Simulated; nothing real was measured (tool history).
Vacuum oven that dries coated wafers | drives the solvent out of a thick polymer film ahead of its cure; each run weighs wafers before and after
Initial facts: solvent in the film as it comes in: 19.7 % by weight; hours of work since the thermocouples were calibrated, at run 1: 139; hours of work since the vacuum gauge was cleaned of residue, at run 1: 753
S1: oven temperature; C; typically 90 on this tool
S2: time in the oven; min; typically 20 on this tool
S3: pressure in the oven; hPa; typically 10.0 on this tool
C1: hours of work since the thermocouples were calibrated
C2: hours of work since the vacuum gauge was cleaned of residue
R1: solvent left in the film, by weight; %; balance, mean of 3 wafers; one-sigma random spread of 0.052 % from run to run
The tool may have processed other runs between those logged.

run 1 hour=0.0 | S1=90 S2=20 S3=10.0 | C1=139 C2=753 | R1=1.51
run 2 hour=67.3 | S1=90 S2=20 S3=10.0 | C1=184 C2=798 | R1=1.62
run 3 hour=110.1 | S1=100 S2=20 S3=10.0 | C1=212 C2=827 | R1=0.78
run 4 hour=181.6 | S1=90 S2=20 S3=38.9 | C1=260 C2=875 | R1=3.25
run 5 hour=216.5 | S1=90 S2=20 S3=10.0 | C1=284 C2=898 | R1=1.65
run 6 hour=256.9 | S1=90 S2=20 S3=10.0 | C1=311 C2=925 | R1=1.58
run 7 hour=332.8 | S1=90 S2=20 S3=10.0 | C1=362 C2=976 | R1=1.53
run 8 hour=369.3 | S1=90 S2=20 S3=10.0 | C1=386 C2=1001 | R1=1.61
run 9 hour=445.4 | S1=90 S2=20 S3=10.0 | C1=437 C2=1052 | R1=1.65
run 10 hour=523.0 | S1=90 S2=14 S3=10.0 | C1=489 C2=1104 | R1=2.81
run 11 hour=583.6 | S1=82 S2=20 S3=10.0 | C1=529 C2=1144 | R1=2.97
run 12 hour=653.0 | S1=82 S2=20 S3=10.0 | C1=576 C2=1191 | R1=3.06
run 13 hour=693.2 | S1=90 S2=20 S3=10.0 | C1=603 C2=1217 | R1=1.69
run 14 hour=734.1 | S1=90 S2=20 S3=10.0 | C1=630 C2=1245 | R1=1.65
run 15 hour=798.6 | S1=90 S2=20 S3=10.0 | C1=673 C2=1288 | R1=1.68
run 16 hour=845.2 | S1=90 S2=20 S3=10.0 | C1=705 C2=1319 | R1=1.65
run 17 hour=895.6 | S1=90 S2=20 S3=10.0 | C1=738 C2=1353 | R1=1.73
run 18 hour=953.0 | S1=101 S2=20 S3=10.0 | C1=777 C2=1391 | R1=0.85
run 19 hour=1013.9 | S1=90 S2=20 S3=12.9 | C1=817 C2=1432 | R1=1.91
run 20 hour=1091.7 | S1=90 S2=20 S3=9.5 | C1=870 C2=1484 | R1=1.73
run 21 hour=1166.6 | S1=90 S2=21 S3=9.5 | C1=920 C2=1534 | R1=1.55
run 22 hour=1224.0 | S1=90 S2=20 S3=10.0 | C1=958 C2=1573 | R1=1.66
run 23 hour=1293.5 | S1=90 S2=20 S3=10.0 | C1=1005 C2=1619 | R1=1.76
run 24 hour=1331.6 | S1=90 S2=20 S3=10.0 | C1=1030 C2=1645 | R1=1.76
run 25 hour=1385.4 | S1=88 S2=20 S3=16.3 | C1=1066 C2=1681 | R1=2.46
run 26 hour=1420.2 | S1=75 S2=20 S3=29.7 | C1=1089 C2=1704 | R1=6.44
run 27 hour=1497.3 | S1=90 S2=15 S3=15.6 | C1=1141 C2=1756 | R1=2.81
run 28 hour=1568.0 | S1=90 S2=14 S3=9.7 | C1=1188 C2=1803 | R1=2.73
run 29 hour=1619.9 | S1=97 S2=13 S3=10.0 | C1=1223 C2=1838 | R1=1.85
run 30 hour=1677.4 | S1=101 S2=20 S3=10.0 | C1=1262 C2=1876 | R1=0.85
run 31 hour=1716.3 | S1=91 S2=20 S3=28.5 | C1=1288 C2=1902 | R1=2.67
-- hour=1760.6 oven's thermocouples calibrated
run 32 hour=1788.7 | S1=91 S2=20 S3=28.5 | C1=19 C2=1949 | R1=2.93
run 33 hour=1821.0 | S1=102 S2=20 S3=10.0 | C1=40 C2=1971 | R1=0.93
run 34 hour=1894.4 | S1=102 S2=20 S3=10.0 | C1=90 C2=2020 | R1=0.98
-- hour=1925.9 vacuum gauge cleaned of residue and calibrated
run 35 hour=1952.0 | S1=90 S2=20 S3=13.1 | C1=127 C2=17 | R1=1.73
run 36 hour=2011.2 | S1=90 S2=20 S3=13.1 | C1=167 C2=57 | R1=1.73

Expected results for the next run?
run 37 hour=2076.5 | S1=90 S2=10 S3=10.7 | C1=210 C2=101 | R1=?

R1: 4.25 %
The same run, on a tool lacking any hidden state, would have yielded R1 4.15 %.
